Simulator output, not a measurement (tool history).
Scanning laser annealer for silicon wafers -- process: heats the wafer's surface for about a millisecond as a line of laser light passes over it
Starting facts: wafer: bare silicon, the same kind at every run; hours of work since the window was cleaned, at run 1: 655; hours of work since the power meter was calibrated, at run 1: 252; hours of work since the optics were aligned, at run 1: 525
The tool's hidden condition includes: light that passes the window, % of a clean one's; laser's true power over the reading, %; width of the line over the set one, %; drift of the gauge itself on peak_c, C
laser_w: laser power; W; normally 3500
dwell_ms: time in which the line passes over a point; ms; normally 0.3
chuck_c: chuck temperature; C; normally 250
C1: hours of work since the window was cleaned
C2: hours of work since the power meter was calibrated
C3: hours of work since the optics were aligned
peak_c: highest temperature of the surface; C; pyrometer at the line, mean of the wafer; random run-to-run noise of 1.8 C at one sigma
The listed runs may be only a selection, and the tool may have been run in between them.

Run 1, hour 0: usual settings; C1 655; C2 252; C3 525. Result: peak_c 1053 C.
Run 2, hour 45.8: usual settings; C1 679; C2 277; C3 550. Result: peak_c 1054 C.
Run 3, hour 131.4: usual settings; C1 724; C2 322; C3 595. Result: peak_c 1049 C.
Run 4, hour 209.7: usual settings; C1 766; C2 363; C3 636. Result: peak_c 1052 C.
Run 5, hour 295.4: usual settings; C1 811; C2 408; C3 681. Result: peak_c 1046 C.
Run 6, hour 334.7: usual settings but dwell_ms 0.231 ms; C1 832; C2 429; C3 702. Result: peak_c 934 C.
Run 7, hour 420.3: usual settings but dwell_ms 0.231 ms; C1 877; C2 474; C3 747. Result: peak_c 934 C.
At hour 457.8: window over the wafer cleaned.
Run 8, hour 515.5: usual settings but laser_w 3541 W, chuck_c 231 C; C1 30; C2 524; C3 796. Result: peak_c 1066 C.
Run 9, hour 590.5: usual settings but laser_w 3132 W, dwell_ms 0.315 ms, chuck_c 245 C; C1 70; C2 563; C3 836. Result: peak_c 993 C.
Run 10, hour 658: usual settings but dwell_ms 0.354 ms, chuck_c 244 C; C1 106; C2 599; C3 872. Result: peak_c 1147 C.
Run 11, hour 713.1: usual settings but laser_w 3201 W, dwell_ms 0.217 ms, chuck_c 251 C; C1 135; C2 628; C3 901. Result: peak_c 872 C.
Run 12, hour 779.1: usual settings but laser_w 3201 W, dwell_ms 0.217 ms, chuck_c 251 C; C1 170; C2 663; C3 936. Result: peak_c 873 C.
Run 13, hour 823.2: usual settings but laser_w 3201 W, dwell_ms 0.217 ms, chuck_c 251 C; C1 193; C2 686; C3 959. Result: peak_c 875 C.
Run 14, hour 878.3: usual settings but laser_w 3201 W, dwell_ms 0.217 ms, chuck_c 251 C; C1 222; C2 715; C3 988. Result: peak_c 871 C.

Run by run, hidden condition taken away, random variation retained:
run  peak_c
  1    1078
  2    1080
  3    1077
  4    1082
  5    1077
  6     961
  7     963
  8    1070
  9     998
 10    1154
 11     877
 12     879
 13     882
 14     879
